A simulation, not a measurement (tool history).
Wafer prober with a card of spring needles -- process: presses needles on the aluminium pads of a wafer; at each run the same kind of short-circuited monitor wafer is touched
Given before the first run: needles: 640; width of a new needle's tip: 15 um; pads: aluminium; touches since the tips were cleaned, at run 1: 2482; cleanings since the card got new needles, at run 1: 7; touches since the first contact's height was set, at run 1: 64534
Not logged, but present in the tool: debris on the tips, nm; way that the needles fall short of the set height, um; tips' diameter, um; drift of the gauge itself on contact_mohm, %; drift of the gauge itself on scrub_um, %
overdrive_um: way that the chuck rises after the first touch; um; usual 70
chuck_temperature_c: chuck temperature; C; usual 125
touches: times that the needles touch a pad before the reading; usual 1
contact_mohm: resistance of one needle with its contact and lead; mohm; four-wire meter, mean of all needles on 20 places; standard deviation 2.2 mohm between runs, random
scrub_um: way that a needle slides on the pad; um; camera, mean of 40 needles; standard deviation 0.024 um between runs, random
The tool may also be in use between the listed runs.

run    day  overdrive_um  chuck_temperature_c  touches  touches since the tips were cleaned  cleanings since the card got new needles  touches since the first contact's height was set  contact_mohm  scrub_um
  1      0            70                  125        1                                 2482                                         7                                             64534           299     16.91
  2  0.358            70                  125        1                                 5340                                         7                                             67392           320     16.98
  3  0.633            70                  125        1                                 7518                                         7                                             69570           331     16.96
     0.779  -- tips cleaned on abrasive film
  4   0.95            70                  125        1                                 1378                                         8                                             72055           275     16.93
  5  1.146            70                  125        1                                 2911                                         8                                             73588           292     16.93
  6   1.35            70                  125        1                                 4532                                         8                                             75209           302     16.94
  7  1.592            70                  125        1                                 6474                                         8                                             77151           320     16.96
  8  1.804            70                  125        1                                 8143                                         8                                             78820           329     16.89
     1.862  -- tips cleaned on abrasive film
  9  2.012            70                  125        1                                 1193                                         9                                             80435           277     16.93
 10  2.354            70                   94        1                                 3916                                         9                                             83158           307     16.92
 11  2.579            70                   94        1                                 5718                                         9                                             84960           308     16.92
 12  2.762            72                  125        1                                 7147                                         9                                             86389           326     17.45
     2.808  -- height of the first contact set anew
     2.979  -- tips cleaned on abrasive film
 13  3.112            72                  125        1                                 1080                                        10                                              2389           278      17.4
 14  3.483            72                  125        1                                 4013                                        10                                              5322           309     17.33
 15   3.65            72                  125        1                                 5319                                        10                                              6628           315     17.38
 16  3.988            72                  125        1                                 8015                                        10                                              9324           331     17.35
     4.062  -- tips cleaned on abrasive film
 17  4.342            70                   37        1                                 2206                                        11                                             12103           269     16.87
 18  4.575            70                   37        1                                 4068                                        11                                             13965           298     16.87

For run 19, what comes out?
 19  4.95            70                   37        1                                 7045                                        11                                             16942             ?         ?

{"run 19": {"contact_mohm": 316, "scrub_um": 16.88}}
If the tool had no hidden condition, the same run with the same run-to-run variation would have returned contact_mohm 226 mohm, scrub_um 17.04 um.
